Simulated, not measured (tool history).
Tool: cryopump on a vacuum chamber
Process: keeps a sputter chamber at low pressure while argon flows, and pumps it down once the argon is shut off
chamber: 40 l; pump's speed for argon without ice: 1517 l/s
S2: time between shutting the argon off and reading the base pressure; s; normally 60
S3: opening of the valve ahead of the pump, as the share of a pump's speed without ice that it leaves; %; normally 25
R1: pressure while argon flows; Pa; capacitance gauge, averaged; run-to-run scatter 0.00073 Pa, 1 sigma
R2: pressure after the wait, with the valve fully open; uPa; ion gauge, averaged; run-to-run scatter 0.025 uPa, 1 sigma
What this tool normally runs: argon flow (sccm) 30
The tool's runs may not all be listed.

{"run": 1, "hour": 0.0, "argon flow (sccm)": 30, "S2": 60, "S3": 25, "R1": 0.1338, "R2": 1.1}
{"run": 2, "hour": 38.4, "argon flow (sccm)": 30, "S2": 60, "S3": 25, "R1": 0.1358, "R2": 1.13}
{"run": 3, "hour": 64.9, "argon flow (sccm)": 30, "S2": 60, "S3": 25, "R1": 0.1354, "R2": 1.12}
{"run": 4, "hour": 95.1, "argon flow (sccm)": 15, "S2": 60, "S3": 25, "R1": 0.0681, "R2": 1.13}
{"run": 5, "hour": 135.3, "argon flow (sccm)": 15, "S2": 60, "S3": 25, "R1": 0.0701, "R2": 1.2}
{"run": 6, "hour": 173.9, "argon flow (sccm)": 15, "S2": 60, "S3": 25, "R1": 0.0694, "R2": 1.29}
{"run": 7, "hour": 209.6, "argon flow (sccm)": 15, "S2": 60, "S3": 25, "R1": 0.0691, "R2": 1.26}
{"run": 8, "hour": 231.5, "argon flow (sccm)": 30, "S2": 60, "S3": 25, "R1": 0.1402, "R2": 1.3}
{"run": 9, "hour": 274.6, "argon flow (sccm)": 30, "S2": 264, "S3": 25, "R1": 0.1419, "R2": 0.76}
{"run": 10, "hour": 297.1, "argon flow (sccm)": 22, "S2": 264, "S3": 25, "R1": 0.1046, "R2": 0.8}
{"run": 11, "hour": 325.2, "argon flow (sccm)": 22, "S2": 264, "S3": 25, "R1": 0.104, "R2": 0.84}
{"run": 12, "hour": 356.0, "argon flow (sccm)": 22, "S2": 264, "S3": 25, "R1": 0.1047, "R2": 0.86}
{"run": 13, "hour": 392.5, "argon flow (sccm)": 30, "S2": 60, "S3": 25, "R1": 0.1451, "R2": 1.51}
{"hour": 435.4, "done": "pump warmed up, emptied and cooled again"}
{"run": 14, "hour": 445.7, "argon flow (sccm)": 30, "S2": 60, "S3": 25, "R1": 0.1341, "R2": 1.38}
{"run": 15, "hour": 495.5, "argon flow (sccm)": 30, "S2": 60, "S3": 25, "R1": 0.1344, "R2": 1.4}
{"run": 16, "hour": 530.8, "argon flow (sccm)": 30, "S2": 60, "S3": 25, "R1": 0.1355, "R2": 1.46}
{"run": 17, "hour": 573.2, "argon flow (sccm)": 30, "S2": 60, "S3": 25, "R1": 0.1377, "R2": 1.47}
{"run": 18, "hour": 607.4, "argon flow (sccm)": 30, "S2": 60, "S3": 25, "R1": 0.1376, "R2": 1.53}
{"run": 19, "hour": 654.7, "argon flow (sccm)": 16, "S2": 75, "S3": 55, "R1": 0.0352, "R2": 1.49}
{"run": 20, "hour": 682.2, "argon flow (sccm)": 59, "S2": 25, "S3": 50, "R1": 0.1424, "R2": 2.79}
{"run": 21, "hour": 724.4, "argon flow (sccm)": 29, "S2": 157, "S3": 15, "R1": 0.2236, "R2": 1.17}
{"run": 22, "hour": 749.9, "argon flow (sccm)": 30, "S2": 60, "S3": 48, "R1": 0.0779, "R2": 1.75}
{"run": 23, "hour": 772.7, "argon flow (sccm)": 19, "S2": 257, "S3": 20, "R1": 0.1111, "R2": 1.16}
{"run": 24, "hour": 818.8, "argon flow (sccm)": 23, "S2": 291, "S3": 20, "R1": 0.1352, "R2": 1.18}
{"run": 25, "hour": 841.7, "argon flow (sccm)": 54, "S2": 291, "S3": 20, "R1": 0.321, "R2": 1.23}
{"hour": 872.0, "done": "pump warmed up, emptied and cooled again"}
{"run": 26, "hour": 880.1, "argon flow (sccm)": 39, "S2": 96, "S3": 25, "R1": 0.174, "R2": 1.33}
{"run": 27, "hour": 920.6, "argon flow (sccm)": 14, "S2": 60, "S3": 20, "R1": 0.079, "R2": 1.69}
{"run": 28, "hour": 966.6, "argon flow (sccm)": 44, "S2": 24, "S3": 25, "R1": 0.2001, "R2": 2.86}
{"run": 29, "hour": 993.8, "argon flow (sccm)": 21, "S2": 65, "S3": 42, "R1": 0.0583, "R2": 1.73}
{"run": 30, "hour": 1039.4, "argon flow (sccm)": 30, "S2": 36, "S3": 52, "R1": 0.0687, "R2": 2.3}

What will run 31 give?
{"run": 31, "hour": 1069.9, "argon flow (sccm)": 30, "S2": 75, "S3": 22, "R1": "?", "R2": "?"}

{"run 31": {"R1": 0.1567, "R2": 1.68}}
Had the tool carried no hidden state, the very same run would have given R1 0.1514 Pa, R2 0.8 uPa.
